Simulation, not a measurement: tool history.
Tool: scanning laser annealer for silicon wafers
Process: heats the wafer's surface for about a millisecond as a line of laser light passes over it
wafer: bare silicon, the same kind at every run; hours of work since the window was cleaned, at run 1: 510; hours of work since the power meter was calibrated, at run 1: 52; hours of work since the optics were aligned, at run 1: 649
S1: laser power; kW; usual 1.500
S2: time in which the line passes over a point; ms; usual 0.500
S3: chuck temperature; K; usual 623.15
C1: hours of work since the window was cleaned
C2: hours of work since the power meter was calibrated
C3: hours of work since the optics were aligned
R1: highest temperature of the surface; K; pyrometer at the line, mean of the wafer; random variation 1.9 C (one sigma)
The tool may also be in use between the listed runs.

run 1 day=0.000 | S1=1.500 S2=0.500 S3=623.15 | C1=510 C2=52 C3=649 | R1=1362.15
run 2 day=0.333 | S1=1.500 S2=0.500 S3=623.15 | C1=515 C2=57 C3=654 | R1=1362.15
run 3 day=0.921 | S1=1.500 S2=0.500 S3=623.15 | C1=525 C2=67 C3=664 | R1=1361.15
run 4 day=1.279 | S1=1.321 S2=0.500 S3=623.15 | C1=531 C2=73 C3=670 | R1=1269.15
run 5 day=1.758 | S1=1.321 S2=0.500 S3=623.15 | C1=539 C2=81 C3=678 | R1=1267.15
run 6 day=2.304 | S1=1.321 S2=0.500 S3=623.15 | C1=549 C2=90 C3=688 | R1=1269.15
run 7 day=2.550 | S1=1.321 S2=0.500 S3=623.15 | C1=553 C2=95 C3=692 | R1=1268.15
run 8 day=2.938 | S1=1.532 S2=0.500 S3=593.15 | C1=559 C2=101 C3=698 | R1=1346.15
run 9 day=3.508 | S1=1.513 S2=0.593 S3=586.15 | C1=569 C2=111 C3=708 | R1=1385.15
run 10 day=3.975 | S1=1.513 S2=0.593 S3=586.15 | C1=577 C2=119 C3=716 | R1=1391.15
run 11 day=4.279 | S1=1.574 S2=0.500 S3=631.15 | C1=582 C2=124 C3=721 | R1=1406.15
run 12 day=4.658 | S1=1.385 S2=0.608 S3=607.15 | C1=588 C2=130 C3=727 | R1=1346.15
run 13 day=4.983 | S1=1.500 S2=0.500 S3=662.15 | C1=594 C2=136 C3=733 | R1=1399.15

3 ways to go on from here, each from the tool as it stands after run 13. What would each give?
run A day=5.367 | S1=1.500 S2=0.502 S3=661.15 | C1=600 C2=142 C3=739 | R1=?
run B day=5.367 | S1=1.500 S2=0.500 S3=614.15 | C1=600 C2=142 C3=739 | R1=?
run C day=5.367 | S1=1.554 S2=0.421 S3=623.15 | C1=600 C2=142 C3=739 | R1=?

run=A R1=1397.15
run=B R1=1347.15
run=C R1=1331.15
Without the tool's hidden state the same runs would have given:
run=A R1=1425.15
run=B R1=1376.15
run=C R1=1358.15
